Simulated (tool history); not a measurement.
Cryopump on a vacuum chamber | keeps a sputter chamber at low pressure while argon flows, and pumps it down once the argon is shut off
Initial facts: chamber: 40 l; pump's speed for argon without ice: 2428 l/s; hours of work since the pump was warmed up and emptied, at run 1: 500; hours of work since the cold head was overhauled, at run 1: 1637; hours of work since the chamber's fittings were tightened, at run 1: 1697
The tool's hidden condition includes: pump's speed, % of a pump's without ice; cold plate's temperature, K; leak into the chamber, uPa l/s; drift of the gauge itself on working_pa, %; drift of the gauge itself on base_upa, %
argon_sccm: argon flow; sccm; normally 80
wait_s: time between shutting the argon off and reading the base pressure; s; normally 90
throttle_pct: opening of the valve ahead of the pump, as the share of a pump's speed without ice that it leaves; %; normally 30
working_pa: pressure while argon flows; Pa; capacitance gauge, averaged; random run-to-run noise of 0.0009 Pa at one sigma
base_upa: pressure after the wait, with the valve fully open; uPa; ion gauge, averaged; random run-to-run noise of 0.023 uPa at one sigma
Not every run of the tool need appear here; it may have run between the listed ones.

| run | hour | argon_sccm | wait_s | throttle_pct | hours of work since the pump was warmed up and emptied | hours of work since the cold head was overhauled | hours of work since the chamber's fittings were tightened | working_pa | base_upa |
|---|---|---|---|---|---|---|---|---|---|
| 1 | 0 | 80 | 90 | 30 | 500 | 1637 | 1697 | 0.2013 | 1.77 |
| 2 | 67.5 | 80 | 90 | 48 | 536 | 1673 | 1733 | 0.1334 | 1.79 |
|  | 118.4 | pump warmed up, emptied and cooled again |
| 3 | 133 | 80 | 90 | 48 | 8 | 1706 | 1765 | 0.1174 | 1.5 |
| 4 | 185.7 | 80 | 72 | 48 | 36 | 1734 | 1793 | 0.117 | 1.65 |
| 5 | 230.2 | 80 | 90 | 31 | 60 | 1757 | 1817 | 0.182 | 1.58 |
| 6 | 313.9 | 80 | 90 | 31 | 104 | 1802 | 1861 | 0.1826 | 1.59 |
| 7 | 371.9 | 107 | 148 | 26 | 135 | 1833 | 1892 | 0.2926 | 1.44 |

Run 8 is up next; what results do you expect?
| 8 | 444 | 80 | 89 | 40 | 173 | 1871 | 1931 | ? | ? |

working_pa: 0.1429 Pa
base_upa: 1.73 uPa
On a tool with no hidden condition, and with the same random variation, this run would have come out at working_pa 0.1377 Pa, base_upa 0.72 uPa.

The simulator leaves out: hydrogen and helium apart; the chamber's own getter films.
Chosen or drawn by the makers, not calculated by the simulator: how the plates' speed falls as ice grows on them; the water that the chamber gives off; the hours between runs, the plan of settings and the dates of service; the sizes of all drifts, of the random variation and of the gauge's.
